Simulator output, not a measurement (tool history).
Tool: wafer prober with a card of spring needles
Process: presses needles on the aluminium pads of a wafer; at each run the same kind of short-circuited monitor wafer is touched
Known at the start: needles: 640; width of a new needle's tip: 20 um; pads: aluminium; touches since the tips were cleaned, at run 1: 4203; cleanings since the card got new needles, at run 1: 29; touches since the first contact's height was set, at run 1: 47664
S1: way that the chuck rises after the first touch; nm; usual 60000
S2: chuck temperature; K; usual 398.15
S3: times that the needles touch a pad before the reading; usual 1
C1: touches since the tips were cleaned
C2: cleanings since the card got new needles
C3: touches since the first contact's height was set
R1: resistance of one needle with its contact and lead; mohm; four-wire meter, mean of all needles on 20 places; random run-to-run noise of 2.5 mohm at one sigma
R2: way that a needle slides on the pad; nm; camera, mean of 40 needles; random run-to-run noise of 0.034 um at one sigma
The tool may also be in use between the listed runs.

{"run": 1, "hour": 0.0, "S1": 60000, "S2": 398.15, "S3": 1, "C1": 4203, "C2": 29, "C3": 47664, "R1": 460, "R2": 16080}
{"hour": 1.9, "done": "tips cleaned on abrasive film"}
{"run": 2, "hour": 9.0, "S1": 60000, "S2": 398.15, "S3": 1, "C1": 4403, "C2": 30, "C3": 53215, "R1": 470, "R2": 16090}
{"hour": 10.7, "done": "tips cleaned on abrasive film"}
{"run": 3, "hour": 15.6, "S1": 60000, "S2": 311.15, "S3": 1, "C1": 3044, "C2": 31, "C3": 57212, "R1": 435, "R2": 16000}
{"hour": 19.8, "done": "tips cleaned on abrasive film"}
{"run": 4, "hour": 22.7, "S1": 60000, "S2": 311.15, "S3": 1, "C1": 1761, "C2": 32, "C3": 61542, "R1": 392, "R2": 15990}
{"hour": 28.7, "done": "tips cleaned on abrasive film"}
{"run": 5, "hour": 31.8, "S1": 60000, "S2": 311.15, "S3": 1, "C1": 1936, "C2": 33, "C3": 67165, "R1": 390, "R2": 15980}
{"run": 6, "hour": 35.8, "S1": 60000, "S2": 311.15, "S3": 1, "C1": 4391, "C2": 33, "C3": 69620, "R1": 484, "R2": 16020}
{"hour": 37.5, "done": "tips cleaned on abrasive film"}
{"run": 7, "hour": 44.9, "S1": 46000, "S2": 311.15, "S3": 1, "C1": 4647, "C2": 34, "C3": 75248, "R1": 648, "R2": 12160}
{"hour": 46.5, "done": "tips cleaned on abrasive film"}
{"run": 8, "hour": 51.0, "S1": 60000, "S2": 395.15, "S3": 1, "C1": 2809, "C2": 35, "C3": 78948, "R1": 434, "R2": 15950}
{"hour": 55.5, "done": "tips cleaned on abrasive film"}
{"run": 9, "hour": 58.4, "S1": 60000, "S2": 395.15, "S3": 1, "C1": 1821, "C2": 36, "C3": 83473, "R1": 408, "R2": 15880}
{"hour": 64.2, "done": "tips cleaned on abrasive film"}
{"run": 10, "hour": 64.4, "S1": 76000, "S2": 395.15, "S3": 1, "C1": 177, "C2": 37, "C3": 87162, "R1": 305, "R2": 20150}
{"run": 11, "hour": 71.6, "S1": 76000, "S2": 395.15, "S3": 1, "C1": 4626, "C2": 37, "C3": 91611, "R1": 414, "R2": 20330}
{"hour": 72.9, "done": "tips cleaned on abrasive film"}
{"run": 12, "hour": 79.3, "S1": 60000, "S2": 313.15, "S3": 2, "C1": 3981, "C2": 38, "C3": 96305, "R1": 391, "R2": 15880}
{"hour": 81.4, "done": "tips cleaned on abrasive film"}
{"run": 13, "hour": 85.7, "S1": 60000, "S2": 313.15, "S3": 2, "C1": 2619, "C2": 39, "C3": 100213, "R1": 376, "R2": 15790}
{"run": 14, "hour": 89.8, "S1": 65000, "S2": 340.15, "S3": 1, "C1": 5154, "C2": 39, "C3": 102748, "R1": 485, "R2": 17180}
{"hour": 90.3, "done": "tips cleaned on abrasive film"}
{"run": 15, "hour": 97.1, "S1": 65000, "S2": 340.15, "S3": 1, "C1": 4246, "C2": 40, "C3": 107271, "R1": 461, "R2": 17090}
{"hour": 99.5, "done": "tips cleaned on abrasive film"}
{"run": 16, "hour": 104.7, "S1": 65000, "S2": 340.15, "S3": 1, "C1": 3259, "C2": 41, "C3": 111915, "R1": 440, "R2": 17190}
{"hour": 108.5, "done": "tips cleaned on abrasive film"}
{"run": 17, "hour": 110.4, "S1": 60000, "S2": 398.15, "S3": 3, "C1": 1142, "C2": 42, "C3": 115371, "R1": 316, "R2": 15710}
{"hour": 114.4, "done": "height of the first contact set anew"}
{"hour": 117.8, "done": "tips cleaned on abrasive film"}
{"run": 18, "hour": 119.5, "S1": 64000, "S2": 383.15, "S3": 1, "C1": 1009, "C2": 43, "C3": 3100, "R1": 354, "R2": 17460}
{"run": 19, "hour": 123.8, "S1": 64000, "S2": 383.15, "S3": 1, "C1": 3687, "C2": 43, "C3": 5778, "R1": 445, "R2": 17440}
{"hour": 126.8, "done": "tips cleaned on abrasive film"}
{"run": 20, "hour": 131.5, "S1": 41000, "S2": 305.15, "S3": 3, "C1": 2900, "C2": 44, "C3": 10487, "R1": 400, "R2": 11140}

Forecast run 21:
{"hour": 135.8, "done": "tips cleaned on abrasive film"}
{"run": 21, "hour": 137.3, "S1": 74000, "S2": 312.15, "S3": 1, "C1": 929, "C2": 45, "C3": 14053, "R1": "?", "R2": "?"}

Run 21 came out at R1 308 mohm, R2 20070 nm.
Were there no unlogged condition in the tool, this run, its random variation unchanged, would have produced R1 259 mohm, R2 20160 nm.

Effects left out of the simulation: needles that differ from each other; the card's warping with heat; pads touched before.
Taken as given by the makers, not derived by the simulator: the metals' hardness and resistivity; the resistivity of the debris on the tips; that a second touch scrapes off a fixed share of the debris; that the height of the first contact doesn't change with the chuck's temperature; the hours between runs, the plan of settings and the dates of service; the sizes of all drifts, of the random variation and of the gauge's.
